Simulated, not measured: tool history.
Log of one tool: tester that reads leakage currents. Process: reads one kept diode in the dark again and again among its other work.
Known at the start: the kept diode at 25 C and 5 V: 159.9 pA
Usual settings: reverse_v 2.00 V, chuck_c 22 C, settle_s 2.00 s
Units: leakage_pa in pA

Run 1, day 0.000: usual settings. Result: leakage_pa 91.16 pA.
Run 2, day 2.625: usual settings. Result: leakage_pa 91.31 pA.
Run 3, day 5.046: usual settings. Result: leakage_pa 91.52 pA.
Run 4, day 7.388: usual settings. Result: leakage_pa 91.54 pA.
Run 5, day 9.662: usual settings but settle_s 1.02 s. Result: leakage_pa 91.76 pA.
Run 6, day 11.621: usual settings but settle_s 1.02 s. Result: leakage_pa 92.48 pA.
Run 7, day 13.092: usual settings but settle_s 1.02 s. Result: leakage_pa 92.37 pA.
Run 8, day 14.950: usual settings. Result: leakage_pa 91.95 pA.
Run 9, day 18.088: usual settings. Result: leakage_pa 88.30 pA.
Run 10, day 20.638: usual settings. Result: leakage_pa 87.96 pA.
Run 11, day 22.288: usual settings. Result: leakage_pa 87.91 pA.
Run 12, day 24.846: usual settings but settle_s 1.23 s. Result: leakage_pa 88.77 pA.
Run 13, day 26.554: usual settings. Result: leakage_pa 88.36 pA.
Run 14, day 29.954: usual settings. Result: leakage_pa 88.91 pA.
Run 15, day 31.933: usual settings but chuck_c 27 C. Result: leakage_pa 129.14 pA.
Run 16, day 35.296: usual settings but chuck_c 27 C. Result: leakage_pa 129.76 pA.
Run 17, day 38.688: usual settings but chuck_c 27 C. Result: leakage_pa 129.63 pA.
Run 18, day 41.308: usual settings. Result: leakage_pa 89.68 pA.
Run 19, day 42.929: usual settings. Result: leakage_pa 89.59 pA.
Run 20, day 46.071: usual settings but reverse_v 1.66 V. Result: leakage_pa 82.18 pA.
Run 21, day 49.121: usual settings but reverse_v 2.51 V, chuck_c 47 C. Result: leakage_pa 590.29 pA.
Run 22, day 51.704: usual settings but reverse_v 2.51 V, chuck_c 47 C. Result: leakage_pa 587.27 pA.
Run 23, day 53.217: usual settings but reverse_v 2.51 V, chuck_c 47 C. Result: leakage_pa 583.36 pA.
Run 24, day 56.292: usual settings but reverse_v 1.60 V, chuck_c 43 C, settle_s 1.20 s. Result: leakage_pa 367.51 pA.
Run 25, day 59.462: usual settings but reverse_v 12.42 V, chuck_c 50 C, settle_s 1.14 s. Result: leakage_pa 1443.83 pA.
Run 26, day 61.288: usual settings but reverse_v 12.42 V, chuck_c 50 C, settle_s 1.14 s. Result: leakage_pa 1447.87 pA.
Run 27, day 62.883: usual settings but reverse_v 17.28 V, chuck_c 29 C, settle_s 0.66 s. Result: leakage_pa 388.44 pA.
Run 28, day 64.579: usual settings but settle_s 1.41 s. Result: leakage_pa 86.75 pA.
Run 29, day 67.142: usual settings but reverse_v 19.65 V, settle_s 4.47 s. Result: leakage_pa 242.73 pA.
Run 30, day 70.296: usual settings but reverse_v 2.74 V, chuck_c 33 C, settle_s 4.47 s. Result: leakage_pa 229.16 pA.
Run 31, day 73.554: usual settings but reverse_v 2.74 V, chuck_c 33 C, settle_s 4.47 s. Result: leakage_pa 229.88 pA.
Run 32, day 75.729: usual settings but reverse_v 1.45 V, chuck_c 53 C, settle_s 0.89 s. Result: leakage_pa 689.08 pA.
Run 33, day 78.083: usual settings but reverse_v 10.93 V, chuck_c 25 C, settle_s 1.89 s. Result: leakage_pa 240.84 pA.
Run 34, day 80.538: usual settings but chuck_c 24 C. Result: leakage_pa 103.67 pA.
Run 35, day 82.279: usual settings but reverse_v 13.23 V, settle_s 0.62 s. Result: leakage_pa 216.39 pA.
Run 36, day 85.575: usual settings but reverse_v 13.23 V, settle_s 0.62 s. Result: leakage_pa 218.41 pA.
Run 37, day 87.017: usual settings but chuck_c 58 C, settle_s 5.63 s. Result: leakage_pa 1119.73 pA.
Run 38, day 90.238: usual settings but reverse_v 17.52 V, chuck_c 53 C, settle_s 5.63 s. Result: leakage_pa 2112.82 pA.

Taken out of this log: 3 entries between the listed runs. Where each belongs, and how the hidden state differs across it:
Between runs 8 and 9: chuck's temperature calibrated (day 18.088)
  stray current of the dirty probe card, pA a volt: 1.757 -> 1.822; current scale over the true one, %: -0.96 -> -0.99; true chuck temperature over the reading, C: 0.68 -> 0.03
  measured less the result without the state, leakage_pa: +7.24 -> +2.94 pA
Between runs 21 and 22: probe card cleaned and baked (day 49.475)
  stray current of the dirty probe card, pA a volt: 2.6 -> 0.08; current scale over the true one, %: -1.31 -> -1.33; true chuck temperature over the reading, C: 0.19 -> 0.2
  measured less the result without the state, leakage_pa: +6.19 -> +0.31 pA
Between runs 32 and 33: tester calibrated (day 76.367)
  stray current of the dirty probe card, pA a volt: 0.71 -> 0.764; current scale over the true one, %: -1.58 -> 0.03; true chuck temperature over the reading, C: 0.33 -> 0.34
  measured less the result without the state, leakage_pa: +4.75 -> +14.25 pA
